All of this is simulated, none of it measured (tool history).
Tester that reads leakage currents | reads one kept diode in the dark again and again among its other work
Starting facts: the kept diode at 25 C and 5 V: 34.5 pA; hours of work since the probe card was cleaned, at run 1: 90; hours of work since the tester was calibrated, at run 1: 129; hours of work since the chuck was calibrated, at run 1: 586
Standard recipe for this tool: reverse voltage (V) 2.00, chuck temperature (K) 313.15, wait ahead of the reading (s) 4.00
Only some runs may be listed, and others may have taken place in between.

| run | hour | reverse voltage (V) | chuck temperature (K) | wait ahead of the reading (s) | hours of work since the probe card was cleaned | hours of work since the tester was calibrated | hours of work since the chuck was calibrated | current that the tester gives (pA) |
|---|---|---|---|---|---|---|---|---|
| 1 | 0.0 | 2.00 | 313.15 | 4.00 | 90 | 129 | 586 | 64.13 |
| 2 | 15.1 | 2.00 | 313.15 | 4.00 | 99 | 138 | 595 | 64.49 |
| 3 | 39.9 | 2.00 | 313.15 | 4.00 | 112 | 151 | 608 | 64.94 |
| 4 | 63.0 | 1.43 | 313.15 | 4.00 | 125 | 164 | 621 | 53.22 |
| 5 | 80.0 | 1.43 | 313.15 | 4.00 | 134 | 173 | 630 | 53.08 |
| 6 | 98.3 | 1.43 | 313.15 | 4.00 | 144 | 183 | 640 | 53.65 |
| 7 | 127.6 | 1.43 | 313.15 | 4.00 | 161 | 200 | 657 | 53.74 |
| 8 | 144.4 | 1.43 | 313.15 | 4.00 | 170 | 209 | 666 | 54.06 |
| 9 | 169.9 | 1.43 | 313.15 | 4.00 | 184 | 223 | 680 | 54.06 |
| 10 | 193.0 | 9.49 | 313.15 | 4.00 | 197 | 236 | 693 | 164.69 |
| 11 | 224.0 | 9.49 | 313.15 | 4.00 | 214 | 253 | 710 | 165.45 |
| 12 | 260.0 | 9.49 | 313.15 | 4.00 | 234 | 273 | 730 | 166.00 |
| 13 | 276.0 | 9.49 | 313.15 | 4.00 | 242 | 281 | 738 | 166.33 |
| 14 | 293.3 | 2.00 | 305.15 | 4.00 | 252 | 291 | 748 | 39.11 |
| 15 | 310.7 | 16.99 | 320.15 | 0.43 | 262 | 301 | 757 | 377.67 |
|  | 325.2 | chuck's temperature calibrated |
| 16 | 346.3 | 16.99 | 320.15 | 0.43 | 280 | 319 | 12 | 334.48 |
| 17 | 373.0 | 2.94 | 299.15 | 4.00 | 295 | 334 | 26 | 28.77 |
| 18 | 407.9 | 11.34 | 307.15 | 0.69 | 314 | 353 | 46 | 115.93 |
| 19 | 434.4 | 2.66 | 311.15 | 1.74 | 329 | 368 | 60 | 61.63 |
| 20 | 455.3 | 5.53 | 323.15 | 1.91 | 340 | 379 | 72 | 204.62 |
| 21 | 479.5 | 13.78 | 315.15 | 3.41 | 354 | 392 | 85 | 213.99 |
| 22 | 504.6 | 13.78 | 315.15 | 3.41 | 367 | 406 | 99 | 215.71 |
| 23 | 533.7 | 1.27 | 309.15 | 1.25 | 383 | 422 | 115 | 35.67 |
| 24 | 551.7 | 1.27 | 309.15 | 1.25 | 393 | 432 | 125 | 35.53 |
| 25 | 577.5 | 11.29 | 313.15 | 0.86 | 408 | 447 | 139 | 172.53 |
| 26 | 610.6 | 11.29 | 313.15 | 0.86 | 426 | 465 | 157 | 172.84 |
| 27 | 633.9 | 13.58 | 313.15 | 0.40 | 439 | 478 | 170 | 199.01 |
| 28 | 661.5 | 2.82 | 297.15 | 1.41 | 454 | 493 | 185 | 26.00 |

Some steps in current that the tester gives (pA), run to run, broken into two amounts with sign: the step expected even without the hidden condition (settings, incoming material, random variation), and the rest, left for the hidden condition together with whatever gauge scatter is not in both the measured and the hidden-condition-free result:
What the log doesn't record here: stray current of the dirty probe card, pA a volt; current scale over the true one, %; true chuck temperature over the reading, C; drift of the gauge itself on leakage_pa, %.
Run 14 -> 15: reverse voltage (V) 2.00 -> 16.99, chuck temperature (K) 305.15 -> 320.15, wait ahead of the reading (s) 4.00 -> 0.43. current that the tester gives (pA) +338.56: hidden state +42.64, all else +295.92.
Run 15 -> 16: chuck's temperature calibrated. current that the tester gives (pA) -43.19: hidden state -42.54, all else -0.65.
Run 16 -> 17: reverse voltage (V) 16.99 -> 2.94, chuck temperature (K) 320.15 -> 299.15, wait ahead of the reading (s) 0.43 -> 4.00. current that the tester gives (pA) -305.71: hidden state -4.44, all else -301.27.

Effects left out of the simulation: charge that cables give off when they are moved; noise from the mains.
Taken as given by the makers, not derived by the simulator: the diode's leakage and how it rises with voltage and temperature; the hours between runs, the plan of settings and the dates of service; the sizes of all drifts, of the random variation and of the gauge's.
